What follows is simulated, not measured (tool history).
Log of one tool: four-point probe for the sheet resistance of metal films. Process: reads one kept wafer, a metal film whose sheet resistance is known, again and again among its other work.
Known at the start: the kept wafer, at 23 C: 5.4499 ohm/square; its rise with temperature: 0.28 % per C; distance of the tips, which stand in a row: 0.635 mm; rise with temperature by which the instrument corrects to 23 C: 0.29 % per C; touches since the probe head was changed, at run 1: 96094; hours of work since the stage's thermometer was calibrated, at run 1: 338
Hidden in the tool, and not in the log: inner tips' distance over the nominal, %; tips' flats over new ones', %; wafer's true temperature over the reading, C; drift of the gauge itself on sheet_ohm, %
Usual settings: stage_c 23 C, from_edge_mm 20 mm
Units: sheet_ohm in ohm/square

| run | day | stage_c | from_edge_mm | touches since the probe head was changed | hours of work since the stage's thermometer was calibrated | sheet_ohm |
|---|---|---|---|---|---|---|
| 1 | 0 | 23 | 20 | 96094 | 338 | 5.464268 |
| 2 | 2.779 | 23 | 20 | 98491 | 388 | 5.466221 |
| 3 | 5.829 | 23 | 20 | 101123 | 443 | 5.465436 |
| 4 | 10.067 | 23 | 20 | 104780 | 520 | 5.46721 |
| 5 | 14.629 | 22 | 20 | 108719 | 603 | 5.469901 |
| 6 | 18.6 | 22 | 20 | 112144 | 675 | 5.470491 |
| 7 | 21.521 | 22 | 5 | 114666 | 729 | 5.515083 |
| 8 | 25.404 | 23 | 20 | 118018 | 799 | 5.470613 |
| 9 | 28.55 | 32 | 72 | 120733 | 856 | 5.459179 |
| 10 | 32.096 | 21 | 20 | 123791 | 921 | 5.47328 |
| 11 | 34.471 | 21 | 20 | 125839 | 964 | 5.473468 |
| 12 | 36.596 | 21 | 20 | 127675 | 1002 | 5.474861 |
| 13 | 39.571 | 21 | 20 | 130241 | 1056 | 5.474808 |
|  | 40.642 | new probe head fitted |
| 14 | 42.171 | 21 | 20 | 1318 | 1103 | 5.434637 |
| 15 | 44.825 | 32 | 5 | 3609 | 1151 | 5.473467 |

Forecast each of these 4 alternatives for the next run:
| A | 48.858 | 32 | 20 | 7089 | 1224 | ? |
| B | 48.858 | 22 | 21 | 7089 | 1224 | ? |
| C | 48.858 | 23 | 6 | 7089 | 1224 | ? |
| D | 48.858 | 25 | 5 | 7089 | 1224 | ? |

| run | sheet_ohm |
|---|---|
| A | 5.430223 |
| B | 5.436942 |
| C | 5.467379 |
| D | 5.477712 |
Without the tool's hidden state the same runs would have given:
| run | sheet_ohm |
|---|---|
| A | 5.446007 |
| B | 5.452799 |
| C | 5.483313 |
| D | 5.493663 |

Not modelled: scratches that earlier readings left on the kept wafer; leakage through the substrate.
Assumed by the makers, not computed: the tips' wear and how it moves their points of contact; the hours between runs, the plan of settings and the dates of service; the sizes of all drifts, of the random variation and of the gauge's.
